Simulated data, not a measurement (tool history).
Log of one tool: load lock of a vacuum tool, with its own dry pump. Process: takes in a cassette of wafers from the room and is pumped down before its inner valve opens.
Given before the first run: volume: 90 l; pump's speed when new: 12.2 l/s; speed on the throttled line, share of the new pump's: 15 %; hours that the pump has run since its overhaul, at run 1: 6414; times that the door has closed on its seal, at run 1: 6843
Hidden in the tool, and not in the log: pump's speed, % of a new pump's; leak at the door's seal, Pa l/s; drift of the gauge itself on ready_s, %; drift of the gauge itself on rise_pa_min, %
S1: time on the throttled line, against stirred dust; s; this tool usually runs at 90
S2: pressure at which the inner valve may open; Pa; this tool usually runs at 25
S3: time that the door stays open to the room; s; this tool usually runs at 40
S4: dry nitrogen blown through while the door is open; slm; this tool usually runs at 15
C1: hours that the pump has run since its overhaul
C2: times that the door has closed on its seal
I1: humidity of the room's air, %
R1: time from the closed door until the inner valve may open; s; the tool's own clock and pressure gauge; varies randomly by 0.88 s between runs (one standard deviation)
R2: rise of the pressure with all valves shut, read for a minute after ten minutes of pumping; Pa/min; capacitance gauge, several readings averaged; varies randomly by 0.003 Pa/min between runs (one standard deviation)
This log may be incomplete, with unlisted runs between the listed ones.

run 1 hour=0 | S1=90 S2=25 S3=40 S4=15 | C1=6414 C2=6843 | I1=47.9 | R1=141.6 R2=0.036
run 2 hour=223.8 | S1=90 S2=25 S3=40 S4=16 | C1=6638 C2=7128 | I1=45.6 | R1=142.4 R2=0.033
run 3 hour=615.8 | S1=90 S2=25 S3=40 S4=16 | C1=7030 C2=7629 | I1=42.6 | R1=140.8 R2=0.035
run 4 hour=820.9 | S1=90 S2=25 S3=40 S4=15 | C1=7235 C2=7891 | I1=44.3 | R1=142.2 R2=0.039
run 5 hour=1022.4 | S1=90 S2=25 S3=40 S4=44 | C1=7437 C2=8149 | I1=42.1 | R1=143.3 R2=0.035
run 6 hour=1308.3 | S1=147 S2=25 S3=40 S4=15 | C1=7723 C2=8514 | I1=45.9 | R1=189.5 R2=0.043
run 7 hour=1594.5 | S1=90 S2=25 S3=137 S4=15 | C1=8009 C2=8879 | I1=44.4 | R1=143 R2=0.046
run 8 hour=1766.9 | S1=90 S2=25 S3=137 S4=15 | C1=8181 C2=9100 | I1=46.3 | R1=142.9 R2=0.049
run 9 hour=2117.1 | S1=90 S2=25 S3=40 S4=15 | C1=8532 C2=9547 | I1=42 | R1=143.2 R2=0.046
run 10 hour=2353.7 | S1=90 S2=25 S3=40 S4=15 | C1=8768 C2=9849 | I1=45.5 | R1=145.8 R2=0.047
run 11 hour=2572.3 | S1=90 S2=35 S3=40 S4=15 | C1=8987 C2=10128 | I1=44.4 | R1=141.6 R2=0.048
run 12 hour=2919.8 | S1=90 S2=25 S3=124 S4=15 | C1=9334 C2=10572 | I1=47.2 | R1=143 R2=0.06
run 13 hour=3284.8 | S1=63 S2=25 S3=40 S4=15 | C1=9699 C2=11038 | I1=41.4 | R1=121.1 R2=0.053
run 14 hour=3520.9 | S1=63 S2=25 S3=40 S4=15 | C1=9935 C2=11340 | I1=45.7 | R1=121.5 R2=0.051
run 15 hour=3863.5 | S1=63 S2=25 S3=40 S4=15 | C1=10278 C2=11778 | I1=43.3 | R1=121.7 R2=0.054
run 16 hour=4082 | S1=63 S2=25 S3=40 S4=15 | C1=10496 C2=12057 | I1=46.1 | R1=122.8 R2=0.059
run 17 hour=4432.4 | S1=63 S2=25 S3=40 S4=15 | C1=10847 C2=12504 | I1=38.8 | R1=122.2 R2=0.057
run 18 hour=4768.4 | S1=63 S2=25 S3=28 S4=15 | C1=11183 C2=12934 | I1=47.2 | R1=121.7 R2=0.059
run 19 hour=4963.3 | S1=63 S2=25 S3=165 S4=18 | C1=11378 C2=13182 | I1=45.2 | R1=122.4 R2=0.072
run 20 hour=5352.9 | S1=63 S2=25 S3=165 S4=18 | C1=11767 C2=13680 | I1=46 | R1=122 R2=0.082
run 21 hour=5650.7 | S1=48 S2=33 S3=123 S4=5 | C1=12065 C2=14061 | I1=44.9 | R1=108.4 R2=0.084
run 22 hour=5955.1 | S1=84 S2=25 S3=40 S4=13 | C1=12369 C2=14449 | I1=44.4 | R1=141.2 R2=0.07
run 23 hour=6163.1 | S1=84 S2=25 S3=40 S4=13 | C1=12577 C2=14715 | I1=46.5 | R1=139.9 R2=0.066
run 24 hour=6348.1 | S1=84 S2=43 S3=75 S4=16 | C1=12763 C2=14951 | I1=45.1 | R1=136.9 R2=0.075
run 25 hour=6701.5 | S1=84 S2=43 S3=75 S4=16 | C1=13116 C2=15403 | I1=42.9 | R1=136.3 R2=0.075
run 26 hour=6882.8 | S1=90 S2=25 S3=200 S4=15 | C1=13297 C2=15634 | I1=41.2 | R1=145.7 R2=0.083
run 27 hour=7150.5 | S1=90 S2=25 S3=209 S4=7 | C1=13565 C2=15976 | I1=45.2 | R1=146.3 R2=0.102

3 ways to go on from here, each from the tool as it stands after run 27. What would each give?
run A hour=7332.8 | S1=90 S2=25 S3=40 S4=7 | C1=13747 C2=16209 | I1=41.6 | R1=? R2=?
run B hour=7332.8 | S1=90 S2=47 S3=177 S4=7 | C1=13747 C2=16209 | I1=43.2 | R1=? R2=?
run C hour=7332.8 | S1=48 S2=21 S3=209 S4=23 | C1=13747 C2=16209 | I1=46.3 | R1=? R2=?

run=A R1=147.3 R2=0.079
run=B R1=142.9 R2=0.1
run=C R1=112.3 R2=0.093
Without the tool's unlogged condition, the same runs would have read:
run=A R1=138.9 R2=0.015
run=B R1=135.2 R2=0.036
run=C R1=102.6 R2=0.028
